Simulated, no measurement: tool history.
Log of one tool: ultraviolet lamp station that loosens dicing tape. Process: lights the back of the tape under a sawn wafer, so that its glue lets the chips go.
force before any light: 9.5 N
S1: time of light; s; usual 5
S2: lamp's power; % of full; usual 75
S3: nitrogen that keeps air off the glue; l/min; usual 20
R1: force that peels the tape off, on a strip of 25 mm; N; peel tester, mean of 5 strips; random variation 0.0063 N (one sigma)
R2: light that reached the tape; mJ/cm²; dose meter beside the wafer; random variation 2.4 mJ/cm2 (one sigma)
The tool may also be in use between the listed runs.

run 1 hour=0.0 | S1=5 S2=75 S3=20 | R1=0.183 R2=268
-- hour=23.0 window cleaned of glue's vapour
run 2 hour=69.5 | S1=5 S2=75 S3=20 | R1=0.196 R2=267
run 3 hour=130.4 | S1=5 S2=75 S3=20 | R1=0.208 R2=273
run 4 hour=199.3 | S1=5 S2=75 S3=20 | R1=0.196 R2=270
run 5 hour=252.7 | S1=5 S2=75 S3=20 | R1=0.188 R2=269
run 6 hour=285.7 | S1=6 S2=75 S3=20 | R1=0.123 R2=321
run 7 hour=326.2 | S1=5 S2=75 S3=20 | R1=0.192 R2=269
run 8 hour=385.9 | S1=5 S2=75 S3=20 | R1=0.185 R2=272
-- hour=434.2 window cleaned of glue's vapour
run 9 hour=460.9 | S1=5 S2=75 S3=20 | R1=0.203 R2=264
run 10 hour=495.9 | S1=5 S2=75 S3=20 | R1=0.191 R2=265
run 11 hour=533.6 | S1=5 S2=75 S3=20 | R1=0.204 R2=268
run 12 hour=576.1 | S1=5 S2=75 S3=20 | R1=0.188 R2=272
run 13 hour=632.1 | S1=5 S2=60 S3=20 | R1=0.377 R2=215
run 14 hour=668.2 | S1=5 S2=60 S3=20 | R1=0.369 R2=213
run 15 hour=720.0 | S1=5 S2=75 S3=20 | R1=0.190 R2=265
run 16 hour=750.1 | S1=5 S2=75 S3=20 | R1=0.188 R2=270
run 17 hour=783.0 | S1=5 S2=75 S3=20 | R1=0.196 R2=271
run 18 hour=820.4 | S1=5 S2=75 S3=20 | R1=0.198 R2=270
-- hour=840.7 window cleaned of glue's vapour
-- hour=879.4 lamp changed
run 19 hour=892.2 | S1=5 S2=75 S3=20 | R1=0.198 R2=267
run 20 hour=956.3 | S1=4 S2=75 S3=20 | R1=0.358 R2=217
run 21 hour=992.4 | S1=4 S2=75 S3=20 | R1=0.362 R2=218
run 22 hour=1028.2 | S1=2 S2=75 S3=20 | R1=1.676 R2=106
run 23 hour=1088.6 | S1=5 S2=82 S3=20 | R1=0.143 R2=292
run 24 hour=1139.4 | S1=5 S2=82 S3=20 | R1=0.157 R2=299
run 25 hour=1200.9 | S1=5 S2=82 S3=20 | R1=0.144 R2=294
-- hour=1252.9 window cleaned of glue's vapour
run 26 hour=1266.7 | S1=7 S2=60 S3=7 | R1=0.523 R2=303
run 27 hour=1307.4 | S1=2 S2=93 S3=18 | R1=1.275 R2=131
run 28 hour=1355.2 | S1=3 S2=69 S3=6 | R1=2.356 R2=144
run 29 hour=1396.4 | S1=5 S2=69 S3=32 | R1=0.158 R2=251
run 30 hour=1437.1 | S1=3 S2=70 S3=15 | R1=1.169 R2=150
run 31 hour=1472.8 | S1=7 S2=81 S3=20 | R1=0.071 R2=404
run 32 hour=1535.3 | S1=5 S2=90 S3=12 | R1=0.212 R2=324
run 33 hour=1586.6 | S1=5 S2=90 S3=12 | R1=0.222 R2=326

Forecast each of these 3 alternatives for the next run:
run A hour=1621.4 | S1=5 S2=89 S3=35 | R1=? R2=?
run B hour=1621.4 | S1=9 S2=83 S3=30 | R1=? R2=?
run C hour=1621.4 | S1=7 S2=70 S3=17 | R1=? R2=?

run=A R1=0.085 R2=317
run=B R1=0.061 R2=539
run=C R1=0.111 R2=350
Without the tool's hidden state the same runs would have given:
run=A R1=0.084 R2=319
run=B R1=0.061 R2=541
run=C R1=0.110 R2=351

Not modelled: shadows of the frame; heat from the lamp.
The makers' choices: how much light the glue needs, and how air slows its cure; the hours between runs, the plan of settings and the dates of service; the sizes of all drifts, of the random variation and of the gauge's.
